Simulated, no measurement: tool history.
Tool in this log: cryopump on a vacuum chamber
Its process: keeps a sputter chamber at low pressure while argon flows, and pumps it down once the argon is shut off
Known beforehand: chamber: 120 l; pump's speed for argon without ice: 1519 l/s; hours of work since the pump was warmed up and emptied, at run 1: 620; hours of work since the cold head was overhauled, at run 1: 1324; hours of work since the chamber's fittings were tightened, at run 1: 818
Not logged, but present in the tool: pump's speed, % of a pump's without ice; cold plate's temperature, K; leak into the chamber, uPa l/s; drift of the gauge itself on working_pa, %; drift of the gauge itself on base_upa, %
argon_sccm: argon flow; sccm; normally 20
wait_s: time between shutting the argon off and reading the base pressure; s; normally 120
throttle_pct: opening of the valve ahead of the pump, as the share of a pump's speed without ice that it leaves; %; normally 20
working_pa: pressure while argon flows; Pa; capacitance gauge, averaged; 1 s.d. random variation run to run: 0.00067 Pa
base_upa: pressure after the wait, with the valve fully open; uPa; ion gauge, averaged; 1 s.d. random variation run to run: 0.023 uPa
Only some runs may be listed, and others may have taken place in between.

run   hour  argon_sccm  wait_s  throttle_pct  hours of work since the pump was warmed up and emptied  hours of work since the cold head was overhauled  hours of work since the chamber's fittings were tightened  working_pa  base_upa
  1    0.0          20     120            20                                                     620                                              1324                                                        818      0.1237      1.94
      40.8  -- pump warmed up, emptied and cooled again
  2   40.8          20     120            41                                                       0                                              1355                                                        850      0.0540      1.57
  3   57.6          20     259            20                                                      15                                              1370                                                        865      0.1113      1.26
  4   94.6          20     259            20                                                      48                                              1403                                                        898      0.1119      1.34
  5  120.2          20     120            59                                                      71                                              1426                                                        921      0.0388      1.66
  6  143.1          20     120            59                                                      91                                              1447                                                        941      0.0393      1.65
  7  179.6          20     120            59                                                     124                                              1479                                                        973      0.0400      1.67
  8  219.3          20     120            20                                                     159                                              1514                                                       1009      0.1130      1.77
  9  257.2          20     120            20                                                     193                                              1548                                                       1042      0.1124      1.85
 10  297.7          20     120            20                                                     229                                              1584                                                       1079      0.1150      1.87
 11  336.7          20     120            20                                                     263                                              1619                                                       1113      0.1154      1.97
 12  364.6          20     120            20                                                     288                                              1644                                                       1138      0.1157      2.02
 13  398.3          20     120            20                                                     318                                              1674                                                       1168      0.1159      2.08
 14  419.8          20     120            20                                                     337                                              1693                                                       1187      0.1167      2.13
 15  442.1          20     120            20                                                     357                                              1713                                                       1207      0.1175      2.20
 16  483.4          20     120            20                                                     394                                              1749                                                       1244      0.1177      2.28
 17  503.6          20     199            16                                                     412                                              1768                                                       1262      0.1460      2.02
 18  528.2          13     120            31                                                     434                                              1789                                                       1284      0.0509      2.31
     543.1  -- leaking fittings of the chamber tightened, without venting
 19  553.8          13     120            31                                                     455                                              1810                                                         10      0.0515      0.81
 20  573.4          18      45            20                                                     472                                              1828                                                         27      0.1075      1.76
 21  605.1          20      21            23                                                     501                                              1856                                                         55      0.1058      3.47
 22  644.4          25      57            25                                                     536                                              1891                                                         90      0.1224      1.58
 23  663.2          26      68            31                                                     552                                              1908                                                        107      0.1059      1.40
 24  686.9          20     160            22                                                     574                                              1929                                                        128      0.1110      0.88
 25  714.9          25     106            26                                                     598                                              1954                                                        153      0.1213      1.10
 26  732.2          25     106            15                                                     614                                              1969                                                        168      0.1988      1.16
 27  771.7          11      29            31                                                     649                                              2004                                                        204      0.0474      2.79

Hidden state at the last listed run before each entry between runs and at the first one after, where it differs:
From run 1 to run 2: pump warmed up, emptied and cooled again (hour 40.8)
  pump's speed, % of a pump's without ice: 67.6 -> 100; cold plate's temperature, K: 12.71 -> 12.73; leak into the chamber, uPa l/s: 1425 -> 1465
  measured result minus the result with no hidden state, working_pa: +0.0112 -> +0.0003 Pa; base_upa: +1.21 -> +0.80 uPa
From run 18 to run 19: leaking fittings of the chamber tightened, without venting (hour 543.1)
  pump's speed, % of a pump's without ice: 77 -> 75.9; cold plate's temperature, K: 12.94 -> 12.95; leak into the chamber, uPa l/s: 2044 -> 321
  measured result minus the result with no hidden state, working_pa: +0.0046 -> +0.0049 Pa; base_upa: +1.58 -> +0.08 uPa
